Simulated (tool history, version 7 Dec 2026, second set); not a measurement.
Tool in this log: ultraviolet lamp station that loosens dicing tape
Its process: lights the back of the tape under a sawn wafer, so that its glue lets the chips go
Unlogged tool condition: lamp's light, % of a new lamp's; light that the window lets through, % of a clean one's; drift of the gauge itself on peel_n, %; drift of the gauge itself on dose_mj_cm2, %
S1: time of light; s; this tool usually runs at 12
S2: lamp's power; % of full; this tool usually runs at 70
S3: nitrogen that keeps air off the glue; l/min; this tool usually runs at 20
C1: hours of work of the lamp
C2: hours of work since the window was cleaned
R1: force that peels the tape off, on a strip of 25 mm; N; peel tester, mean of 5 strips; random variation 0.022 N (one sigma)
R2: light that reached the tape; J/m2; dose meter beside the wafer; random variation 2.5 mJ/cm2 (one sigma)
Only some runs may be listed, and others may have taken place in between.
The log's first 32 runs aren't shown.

run 33 hour=1044.6 | S1=9 S2=73 S3=20 | C1=202 C2=172 | R1=1.892 R2=1980
run 34 hour=1085.9 | S1=12 S2=66 S3=20 | C1=231 C2=202 | R1=1.565 R2=2360
run 35 hour=1124.5 | S1=12 S2=66 S3=20 | C1=259 C2=229 | R1=1.548 R2=2330
run 36 hour=1153.7 | S1=12 S2=71 S3=8 | C1=280 C2=250 | R1=2.195 R2=2450
run 37 hour=1190.9 | S1=12 S2=71 S3=8 | C1=307 C2=277 | R1=2.175 R2=2360
run 38 hour=1218.2 | S1=12 S2=71 S3=8 | C1=327 C2=297 | R1=2.292 R2=2390
run 39 hour=1236.5 | S1=12 S2=79 S3=9 | C1=340 C2=310 | R1=1.918 R2=2590
run 40 hour=1278.7 | S1=13 S2=63 S3=10 | C1=370 C2=340 | R1=2.262 R2=2220
run 41 hour=1306.8 | S1=13 S2=63 S3=10 | C1=390 C2=360 | R1=2.261 R2=2170
run 42 hour=1339.8 | S1=24 S2=61 S3=10 | C1=414 C2=384 | R1=1.056 R2=3820
run 43 hour=1380.5 | S1=12 S2=61 S3=10 | C1=443 C2=414 | R1=2.684 R2=1820

Predict each of these 3 candidate next runs independently; none follows another, all start after run 43:
run A hour=1422.1 | S1=23 S2=71 S3=11 | C1=473 C2=444 | R1=? R2=?
run B hour=1422.1 | S1=18 S2=61 S3=11 | C1=473 C2=444 | R1=? R2=?
run C hour=1422.1 | S1=12 S2=68 S3=10 | C1=473 C2=444 | R1=? R2=?

run=A R1=0.91 R2=4030
run=B R1=1.704 R2=2730
run=C R1=2.43 R2=2000
The same runs, with their run-to-run variation unchanged, on a tool lacking any hidden condition would have given:
run=A R1=0.481 R2=5700
run=B R1=1.017 R2=3860
run=C R1=1.638 R2=2830
